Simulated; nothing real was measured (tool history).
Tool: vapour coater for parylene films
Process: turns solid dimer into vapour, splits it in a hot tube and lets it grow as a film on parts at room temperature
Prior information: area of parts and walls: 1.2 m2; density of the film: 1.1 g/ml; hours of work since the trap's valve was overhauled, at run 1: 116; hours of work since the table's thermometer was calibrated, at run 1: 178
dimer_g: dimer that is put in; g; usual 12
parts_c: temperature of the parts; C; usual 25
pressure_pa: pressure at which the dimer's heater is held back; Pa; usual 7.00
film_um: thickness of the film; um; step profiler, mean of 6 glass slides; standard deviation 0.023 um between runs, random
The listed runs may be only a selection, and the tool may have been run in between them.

| run | hour | dimer_g | parts_c | pressure_pa | hours of work since the trap's valve was overhauled | hours of work since the table's thermometer was calibrated | film_um |
|---|---|---|---|---|---|---|---|
| 1 | 0.0 | 12 | 25 | 7.00 | 116 | 178 | 4.94 |
| 2 | 21.4 | 12 | 25 | 7.00 | 126 | 188 | 4.93 |
| 3 | 42.0 | 12 | 25 | 7.00 | 136 | 198 | 4.89 |
| 4 | 58.8 | 12 | 25 | 7.00 | 144 | 206 | 4.95 |
| 5 | 75.9 | 12 | 25 | 7.00 | 153 | 214 | 4.94 |
| 6 | 88.5 | 12 | 25 | 7.00 | 159 | 220 | 4.95 |
| 7 | 102.8 | 12 | 25 | 5.50 | 166 | 227 | 5.06 |
| 8 | 113.5 | 12 | 25 | 5.50 | 171 | 233 | 5.05 |
| 9 | 124.8 | 12 | 25 | 5.50 | 177 | 238 | 5.02 |
| 10 | 134.8 | 12 | 25 | 5.50 | 181 | 243 | 5.06 |
| 11 | 146.4 | 12 | 25 | 5.50 | 187 | 249 | 5.03 |
| 12 | 168.4 | 12 | 25 | 5.50 | 198 | 259 | 5.04 |
| 13 | 179.1 | 12 | 25 | 5.50 | 203 | 264 | 5.03 |
| 14 | 200.8 | 12 | 25 | 5.50 | 213 | 275 | 5.01 |
| 15 | 213.3 | 12 | 25 | 5.50 | 219 | 281 | 5.06 |
| 16 | 224.1 | 15 | 25 | 7.00 | 225 | 286 | 6.21 |
| 17 | 234.3 | 15 | 25 | 7.00 | 230 | 291 | 6.25 |
| 18 | 246.6 | 12 | 25 | 7.00 | 236 | 297 | 4.96 |
| 19 | 258.3 | 12 | 25 | 11.23 | 241 | 303 | 4.83 |
| 20 | 276.8 | 12 | 25 | 7.00 | 250 | 312 | 4.98 |
| 21 | 299.6 | 12 | 25 | 7.00 | 261 | 323 | 5.02 |
|  | 315.2 | trap's valve overhauled |
| 22 | 322.0 | 12 | 25 | 7.00 | 3 | 332 | 5.07 |
| 23 | 332.0 | 12 | 25 | 7.00 | 8 | 337 | 4.98 |
| 24 | 348.7 | 12 | 25 | 7.00 | 16 | 345 | 5.05 |
| 25 | 365.8 | 8 | 22 | 4.82 | 25 | 353 | 3.70 |
| 26 | 385.1 | 12 | 19 | 3.31 | 34 | 362 | 6.21 |
| 27 | 397.3 | 11 | 25 | 5.45 | 40 | 368 | 4.72 |
| 28 | 408.6 | 11 | 25 | 5.45 | 45 | 374 | 4.71 |
| 29 | 419.0 | 11 | 25 | 9.88 | 50 | 379 | 4.53 |
|  | 434.5 | gauge calibrated |
| 30 | 442.5 | 20 | 36 | 3.12 | 62 | 390 | 6.58 |
| 31 | 456.8 | 20 | 36 | 3.12 | 69 | 397 | 6.61 |
| 32 | 469.1 | 10 | 26 | 2.59 | 75 | 403 | 4.32 |
| 33 | 487.2 | 10 | 26 | 2.59 | 83 | 412 | 4.30 |
| 34 | 507.8 | 10 | 26 | 2.59 | 93 | 422 | 4.29 |
| 35 | 530.8 | 12 | 19 | 4.94 | 105 | 433 | 5.95 |
| 36 | 541.4 | 12 | 19 | 4.94 | 110 | 438 | 5.91 |
| 37 | 551.4 | 12 | 19 | 4.94 | 115 | 443 | 5.89 |
| 38 | 570.4 | 12 | 32 | 3.72 | 124 | 452 | 4.32 |
| 39 | 593.0 | 12 | 32 | 3.72 | 135 | 463 | 4.34 |
| 40 | 603.7 | 9 | 23 | 2.90 | 140 | 468 | 4.13 |
| 41 | 618.7 | 9 | 32 | 4.30 | 147 | 476 | 3.24 |
| 42 | 631.9 | 13 | 19 | 7.42 | 154 | 482 | 6.21 |
| 43 | 650.9 | 13 | 19 | 7.42 | 163 | 491 | 6.27 |
| 44 | 668.0 | 13 | 19 | 7.42 | 171 | 500 | 6.26 |
| 45 | 681.5 | 13 | 36 | 7.42 | 178 | 506 | 4.08 |
| 46 | 700.0 | 7 | 25 | 2.23 | 187 | 515 | 3.17 |
| 47 | 716.2 | 7 | 25 | 2.23 | 194 | 523 | 3.16 |

Predict each of these 3 candidate next runs independently; none follows another, all start after run 47:
| A | 727.4 | 7 | 25 | 10.55 | 200 | 528 | ? |
| B | 727.4 | 5 | 28 | 2.23 | 200 | 528 | ? |
| C | 727.4 | 15 | 25 | 2.23 | 200 | 528 | ? |

| run | film_um |
|---|---|
| A | 2.83 |
| B | 2.12 |
| C | 6.77 |
Had the tool no hidden state, the same runs would have come out as:
| run | film_um |
|---|---|
| A | 2.78 |
| B | 2.09 |
| C | 6.66 |
